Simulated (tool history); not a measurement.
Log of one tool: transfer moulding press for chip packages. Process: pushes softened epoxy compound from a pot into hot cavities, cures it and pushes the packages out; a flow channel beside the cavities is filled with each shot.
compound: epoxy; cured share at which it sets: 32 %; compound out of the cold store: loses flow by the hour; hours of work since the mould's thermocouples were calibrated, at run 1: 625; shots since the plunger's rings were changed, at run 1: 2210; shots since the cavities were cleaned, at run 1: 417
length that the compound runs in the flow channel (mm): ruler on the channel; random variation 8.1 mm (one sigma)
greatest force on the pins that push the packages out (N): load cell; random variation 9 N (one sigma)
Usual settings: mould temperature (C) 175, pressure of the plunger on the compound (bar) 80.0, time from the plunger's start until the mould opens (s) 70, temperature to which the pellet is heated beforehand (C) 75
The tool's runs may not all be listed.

run    hour  mould temperature (C)  pressure of the plunger on the compound (bar)  time from the plunger's start until the mould opens (s)  temperature to which the pellet is heated beforehand (C)  hours of work since the mould's thermocouples were calibrated  shots since the plunger's rings were changed  shots since the cavities were cleaned  incoming compound's hours out of the cold store  length that the compound runs in the flow channel (mm)  greatest force on the pins that push the packages out (N)
  1     0.0                    175                                           80.0                                                       70                                                        75                                                            625                                          2210                                    417                                             47.6                                                     862                                                        662
        8.5  -- cavities cleaned with cleaning compound and waxed
       43.3  -- cavities cleaned with cleaning compound and waxed
  2    59.8                    175                                           80.0                                                       70                                                        75                                                            661                                          3053                                    245                                              8.2                                                     974                                                        630
       79.2  -- cavities cleaned with cleaning compound and waxed
      110.2  -- cavities cleaned with cleaning compound and waxed
  3   119.2                    175                                           80.0                                                       70                                                        75                                                            697                                          3891                                    133                                             16.8                                                     941                                                        541
      137.4  -- plunger's sealing rings changed
      145.8  -- cavities cleaned with cleaning compound and waxed
  4   164.3                    175                                           80.0                                                       70                                                        75                                                            724                                           376                                    275                                              8.5                                                    1029                                                        691
      176.6  -- cavities cleaned with cleaning compound and waxed
      211.2  -- cavities cleaned with cleaning compound and waxed
      243.2  -- cavities cleaned with cleaning compound and waxed
  5   253.1                    175                                           80.0                                                       57                                                        75                                                            777                                          1628                                    148                                             40.7                                                     881                                                        846
      274.8  -- cavities cleaned with cleaning compound and waxed
      306.1  -- cavities cleaned with cleaning compound and waxed
      327.0  -- mould's thermocouples calibrated
      340.5  -- cavities cleaned with cleaning compound and waxed
  6   344.7                    175                                           80.0                                                       57                                                        75                                                             10                                          2892                                     63                                             10.2                                                     975                                                        755
      374.1  -- cavities cleaned with cleaning compound and waxed
      404.9  -- cavities cleaned with cleaning compound and waxed
  7   404.9                    175                                           80.0                                                       57                                                        75                                                             47                                          3741                                      0                                             24.1                                                     903                                                        649
      433.1  -- plunger's sealing rings changed
      439.1  -- cavities cleaned with cleaning compound and waxed
      470.9  -- cavities cleaned with cleaning compound and waxed
  8   470.9                    173                                           80.0                                                       70                                                        75                                                             85                                           516                                      0                                             26.3                                                     957                                                        463
      506.4  -- cavities cleaned with cleaning compound and waxed
      536.9  -- cavities cleaned with cleaning compound and waxed
  9   543.7                    175                                           80.0                                                       70                                                        69                                                            130                                          1552                                    100                                             24.3                                                     940                                                        515
      569.1  -- cavities cleaned with cleaning compound and waxed
      602.5  -- cavities cleaned with cleaning compound and waxed
 10   610.1                    175                                           80.0                                                       70                                                        69                                                            170                                          2494                                    113                                             11.0                                                     971                                                        505
      633.6  -- cavities cleaned with cleaning compound and waxed
      664.4  -- cavities cleaned with cleaning compound and waxed
 11   692.3                    175                                           82.2                                                       70                                                        69                                                            221                                          3671                                    415                                             30.9                                                     904                                                        642
      700.9  -- cavities cleaned with cleaning compound and waxed
      723.5  -- plunger's sealing rings changed
      733.9  -- cavities cleaned with cleaning compound and waxed
 12   742.3                    175                                           62.6                                                       70                                                        69                                                            249                                           256                                    124                                             34.8                                                     822                                                        525
      767.4  -- cavities cleaned with cleaning compound and waxed
      804.0  -- cavities cleaned with cleaning compound and waxed
 13   805.4                    175                                           80.1                                                       70                                                        83                                                            288                                          1150                                     22                                             29.0                                                     924                                                        436
      835.0  -- cavities cleaned with cleaning compound and waxed
      866.1  -- cavities cleaned with cleaning compound and waxed
 14   868.4                    175                                           66.3                                                       60                                                        84                                                            326                                          2040                                     34                                             35.7                                                     800                                                        574
      901.9  -- cavities cleaned with cleaning compound and waxed
 15   923.9                    181                                           66.3                                                       57                                                        71                                                            360                                          2843                                    328                                             13.4                                                     853                                                        682
      933.7  -- cavities cleaned with cleaning compound and waxed
      967.0  -- cavities cleaned with cleaning compound and waxed
 16   977.4                    181                                           66.3                                                       57                                                        66                                                            393                                          3592                                    155                                             33.1                                                     778                                                        550
      997.6  -- cavities cleaned with cleaning compound and waxed
     1018.9  -- plunger's sealing rings changed
     1036.3  -- cavities cleaned with cleaning compound and waxed
 17  1054.9                    175                                           86.1                                                       70                                                        70                                                            439                                           512                                    275                                             29.4                                                     980                                                        612
     1073.3  -- cavities cleaned with cleaning compound and waxed
     1106.4  -- cavities cleaned with cleaning compound and waxed
     1136.4  -- cavities cleaned with cleaning compound and waxed
 18  1144.7                    167                                           61.6                                                       70                                                        75                                                            493                                          1780                                    124                                             17.1                                                     878                                                        874
     1168.6  -- cavities cleaned with cleaning compound and waxed
     1200.7  -- cavities cleaned with cleaning compound and waxed
 19  1200.7                    167                                           68.7                                                       70                                                        75                                                            527                                          2567                                      0                                             31.0                                                     875                                                        712
     1230.8  -- cavities cleaned with cleaning compound and waxed
     1263.3  -- cavities cleaned with cleaning compound and waxed
 20  1282.0                    183                                           66.4                                                       93                                                        73                                                            577                                          3729                                    277                                             36.8                                                     780                                                        438
     1297.8  -- cavities cleaned with cleaning compound and waxed
     1312.2  -- plunger's sealing rings changed
     1331.6  -- cavities cleaned with cleaning compound and waxed
     1361.9  -- cavities cleaned with cleaning compound and waxed
 21  1361.9                    175                                           78.3                                                       81                                                        75                                                            623                                           693                                      0                                             25.2                                                     954                                                        380
     1392.5  -- cavities cleaned with cleaning compound and waxed
 22  1401.6                    175                                           78.3                                                       81                                                        75                                                            648                                          1261                                    135                                             16.8                                                     976                                                        440

Run 23 comes next. What will it give?
     1424.6  -- cavities cleaned with cleaning compound and waxed
     1458.7  -- cavities cleaned with cleaning compound and waxed
 23  1475.7                    175                                           78.3                                                       81                                                        75                                                            693                                          2316                                    252                                             39.5                                                       ?                                                          ?

length that the compound runs in the flow channel (mm): 873
greatest force on the pins that push the packages out (N): 479
Without the tool's hidden state the same run would have given length that the compound runs in the flow channel (mm) 908, greatest force on the pins that push the packages out (N) 328.
